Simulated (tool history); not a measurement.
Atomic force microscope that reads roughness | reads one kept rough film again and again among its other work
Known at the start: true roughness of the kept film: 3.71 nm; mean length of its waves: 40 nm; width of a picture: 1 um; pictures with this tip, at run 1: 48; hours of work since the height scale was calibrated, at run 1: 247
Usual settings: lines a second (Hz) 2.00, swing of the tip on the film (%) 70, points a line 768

run    day  lines a second (Hz)  swing of the tip on the film (%)  points a line  pictures with this tip  hours of work since the height scale was calibrated  roughness of the kept film (nm (root mean square))
  1  0.000                 2.00                                70            768                      48                                                  247                                               3.148
  2  0.371                 2.00                                70            768                      65                                                  253                                               3.109
  3  0.792                 2.00                                70            768                      84                                                  260                                               3.072
  4  1.188                 2.00                                70            300                     102                                                  266                                               3.039
  5  1.633                 3.89                                70            768                     122                                                  273                                               2.874
  6  2.071                 3.89                                70            768                     142                                                  280                                               2.863
  7  2.583                 3.89                                70            768                     165                                                  289                                               2.817
  8  3.008                 2.00                                70            511                     184                                                  296                                               2.888
  9  3.446                 2.00                                70            511                     204                                                  303                                               2.892
 10  3.946                 2.00                                70            511                     227                                                  311                                               2.838
 11  4.192                 2.00                                70            511                     238                                                  315                                               2.822
 12  4.483                 2.00                                70            511                     251                                                  319                                               2.823
 13  4.829                 0.56                                68            573                     267                                                  325                                               2.881
 14  5.279                 2.79                                73            272                     287                                                  332                                               2.643
 15  5.533                 2.79                                73            272                     299                                                  336                                               2.617
 16  5.838                 1.34                                67            750                     313                                                  341                                               2.756
     6.104  -- new tip fitted
 17  6.104                 1.15                                67            750                       0                                                  345                                               3.314
 18  6.488                 1.15                                67            750                      17                                                  352                                               3.294
 19  6.854                 1.15                                67            750                      34                                                  357                                               3.251
 20  7.125                 1.15                                67            750                      46                                                  362                                               3.219
 21  7.483                 1.15                                67            750                      62                                                  368                                               3.203
 22  7.846                 2.00                                57            455                      79                                                  374                                               3.167
 23  8.342                 2.76                                57            346                     101                                                  382                                               3.092
 24  8.650                 0.50                                69            769                     115                                                  387                                               3.147

Forecast each of these 5 alternatives for the next run:
  A  9.100                 2.00                                70            816                     136                                                  394                                                   ?
  B  9.100                 3.50                                69            337                     136                                                  394                                                   ?
  C  9.100                 0.74                                65            769                     136                                                  394                                                   ?
  D  9.100                 2.39                                79            395                     136                                                  394                                                   ?
  E  9.100                 1.26                                72            768                     136                                                  394                                                   ?

run  roughness of the kept film (nm (root mean square))
  A                                               2.982
  B                                               2.895
  C                                               3.100
  D                                               2.845
  E                                               3.055
Without the tool's hidden state the same runs would have given:
run  roughness of the kept film (nm (root mean square))
  A                                               3.218
  B                                               3.123
  C                                               3.346
  D                                               3.071
  E                                               3.297
